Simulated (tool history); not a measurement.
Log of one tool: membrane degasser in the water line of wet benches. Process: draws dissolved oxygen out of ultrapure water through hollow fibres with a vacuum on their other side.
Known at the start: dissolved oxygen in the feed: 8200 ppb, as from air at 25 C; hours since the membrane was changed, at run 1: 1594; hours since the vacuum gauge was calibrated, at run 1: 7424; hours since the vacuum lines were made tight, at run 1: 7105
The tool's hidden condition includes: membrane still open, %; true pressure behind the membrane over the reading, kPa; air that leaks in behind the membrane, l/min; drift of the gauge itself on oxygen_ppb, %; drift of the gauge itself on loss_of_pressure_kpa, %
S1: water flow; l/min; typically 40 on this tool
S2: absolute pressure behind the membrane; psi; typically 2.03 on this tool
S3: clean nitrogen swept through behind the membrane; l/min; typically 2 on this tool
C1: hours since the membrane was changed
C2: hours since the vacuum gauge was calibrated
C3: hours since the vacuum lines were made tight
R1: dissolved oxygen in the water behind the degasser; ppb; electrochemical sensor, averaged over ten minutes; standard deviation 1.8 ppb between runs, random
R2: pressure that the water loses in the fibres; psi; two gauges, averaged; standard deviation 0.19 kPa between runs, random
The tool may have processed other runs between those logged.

run 1 day=0.000 | S1=40 S2=2.03 S3=2 | C1=1594 C2=7424 C3=7105 | R1=460.2 R2=5.646
run 2 day=4.546 | S1=54 S2=2.03 S3=2 | C1=1703 C2=7533 C3=7214 | R1=603.7 R2=7.720
run 3 day=9.446 | S1=54 S2=2.03 S3=2 | C1=1821 C2=7651 C3=7331 | R1=608.2 R2=7.703
run 4 day=12.050 | S1=48 S2=2.03 S3=2 | C1=1883 C2=7713 C3=7394 | R1=540.3 R2=6.876
run 5 day=17.471 | S1=40 S2=2.57 S3=2 | C1=2013 C2=7843 C3=7524 | R1=605.0 R2=5.745
run 6 day=21.204 | S1=26 S2=2.03 S3=2 | C1=2103 C2=7933 C3=7613 | R1=313.9 R2=3.736
-- day=26.842 vacuum gauge calibrated
run 7 day=26.842 | S1=26 S2=2.03 S3=2 | C1=2238 C2=0 C3=7748 | R1=315.3 R2=3.756
run 8 day=31.862 | S1=26 S2=2.03 S3=2 | C1=2358 C2=121 C3=7869 | R1=315.5 R2=3.730
run 9 day=34.879 | S1=63 S2=2.03 S3=2 | C1=2431 C2=193 C3=7941 | R1=701.2 R2=9.137
run 10 day=40.529 | S1=63 S2=2.03 S3=2 | C1=2566 C2=329 C3=8077 | R1=695.7 R2=9.116
run 11 day=45.858 | S1=40 S2=4.66 S3=2 | C1=2694 C2=456 C3=8205 | R1=1129.0 R2=5.842
-- day=49.146 seals of the vacuum lines changed
run 12 day=49.975 | S1=40 S2=2.03 S3=2 | C1=2791 C2=553 C3=20 | R1=463.7 R2=5.844
-- day=53.200 gauge calibrated
run 13 day=55.254 | S1=40 S2=4.24 S3=2 | C1=2918 C2=680 C3=147 | R1=1027.1 R2=5.690
run 14 day=59.917 | S1=40 S2=4.24 S3=2 | C1=3030 C2=792 C3=258 | R1=1025.2 R2=5.729
run 15 day=63.633 | S1=40 S2=4.24 S3=2 | C1=3119 C2=881 C3=348 | R1=1038.9 R2=5.704
run 16 day=69.283 | S1=40 S2=4.24 S3=2 | C1=3254 C2=1017 C3=483 | R1=1027.5 R2=5.775

For run 17, what comes out?
run 17 day=73.504 | S1=59 S2=2.20 S3=2 | C1=3356 C2=1118 C3=585 | R1=? R2=?

R1: 722.3 ppb
R2: 8.477 psi
Had the tool carried no hidden state, the very same run would have given R1 722.3 ppb, R2 8.383 psi.

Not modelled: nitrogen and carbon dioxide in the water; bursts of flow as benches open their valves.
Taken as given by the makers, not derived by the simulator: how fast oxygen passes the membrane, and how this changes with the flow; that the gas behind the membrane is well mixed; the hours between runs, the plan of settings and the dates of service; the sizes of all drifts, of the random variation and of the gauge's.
